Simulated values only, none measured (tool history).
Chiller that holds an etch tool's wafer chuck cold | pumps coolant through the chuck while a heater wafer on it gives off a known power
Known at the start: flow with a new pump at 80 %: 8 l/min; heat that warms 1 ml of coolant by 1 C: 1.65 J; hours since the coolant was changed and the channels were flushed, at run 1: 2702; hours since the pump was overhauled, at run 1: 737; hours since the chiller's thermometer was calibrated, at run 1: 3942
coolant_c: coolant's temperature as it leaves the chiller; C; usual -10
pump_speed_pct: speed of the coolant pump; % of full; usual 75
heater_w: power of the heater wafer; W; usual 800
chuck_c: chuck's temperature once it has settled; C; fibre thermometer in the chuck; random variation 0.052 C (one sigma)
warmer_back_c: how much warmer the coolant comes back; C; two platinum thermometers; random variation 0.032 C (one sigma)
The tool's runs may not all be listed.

run   hour  coolant_c  pump_speed_pct  heater_w  hours since the coolant was changed and the channels were flushed  hours since the pump was overhauled  hours since the chiller's thermometer was calibrated  chuck_c  warmer_back_c
  1    0.0        -10              75       800                                                               2702                                  737                                                  3942    -4.15           3.89
  2   20.4        -10              75       800                                                               2722                                  757                                                  3962    -4.17           3.91
  3   51.7        -10              75       800                                                               2754                                  789                                                  3993    -4.22           3.90
  4   85.1        -10              75       800                                                               2787                                  822                                                  4027    -4.12           3.91
  5  115.0        -10              73       800                                                               2817                                  852                                                  4057    -4.10           4.00
  6  138.7        -10              73       800                                                               2841                                  876                                                  4080    -4.09           4.09
  7  174.2        -10              75       706                                                               2876                                  911                                                  4116    -4.89           3.49
  8  205.0        -10              75       800                                                               2907                                  942                                                  4147    -4.00           3.89
  9  236.3        -10              75       800                                                               2938                                  973                                                  4178    -4.23           3.86
 10  266.4        -10              75       800                                                               2968                                 1003                                                  4208    -4.08           3.98
     273.4  -- coolant pump overhauled
 11  305.5        -10              75       800                                                               3002                                   32                                                  4242    -4.12           4.03
 12  337.9        -10              75       800                                                               3035                                   64                                                  4275    -4.14           3.99
 13  375.2        -10              89       800                                                               3072                                  102                                                  4312    -4.74           3.38
     383.7  -- coolant pump overhauled, once more
 14  422.0        -10              89       961                                                               3114                                   38                                                  4354    -3.72           3.87
 15  445.6        -10              89       961                                                               3138                                   62                                                  4377    -3.88           3.92
 16  468.4         -9              65       961                                                               3160                                   85                                                  4400    -1.19           5.32
 17  494.9         -5              91       800                                                               3187                                  111                                                  4427    -0.01           3.18
 18  525.2        -10              67      1094                                                               3217                                  141                                                  4457    -1.14           5.93
 19  553.4        -10              67       506                                                               3245                                  170                                                  4485    -6.28           2.73
 20  597.6        -10              77       499                                                               3289                                  214                                                  4529    -6.74           2.34
 21  626.5        -10             100       636                                                               3318                                  243                                                  4558    -6.28           2.26
 22  665.8        -15              71       800                                                               3358                                  282                                                  4597    -8.95           4.12
 23  689.6         -4              71       800                                                               3382                                  306                                                  4621     1.95           4.06
 24  711.4         -4              71       800                                                               3403                                  328                                                  4643     2.09           4.10
 25  738.8         -4              71       800                                                               3431                                  355                                                  4671     2.00           4.15

How the hidden state differs across the entries between the runs, from the last listed run before each to the first after it:
Between runs 10 and 11: coolant pump overhauled (hour 273.4)
  heat passed by the chuck's channels, % of clean ones': 93.7 -> 93.6; flow at a given pump speed, % of a new pump's: 98.4 -> 97.3; coolant's true temperature over the reading, C: -0.6 -> -0.61
  measured less the result without the state, chuck_c: -0.29 -> -0.25 C; warmer_back_c: +0.06 -> +0.11 C
Between runs 13 and 14: coolant pump overhauled, once more (hour 383.7)
  heat passed by the chuck's channels, % of clean ones': 93.5 -> 93.4; flow at a given pump speed, % of a new pump's: 97.1 -> 100.4; coolant's true temperature over the reading, C: -0.61 -> -0.62
  measured less the result without the state, chuck_c: -0.27 -> -0.35 C; warmer_back_c: +0.10 -> -0.01 C
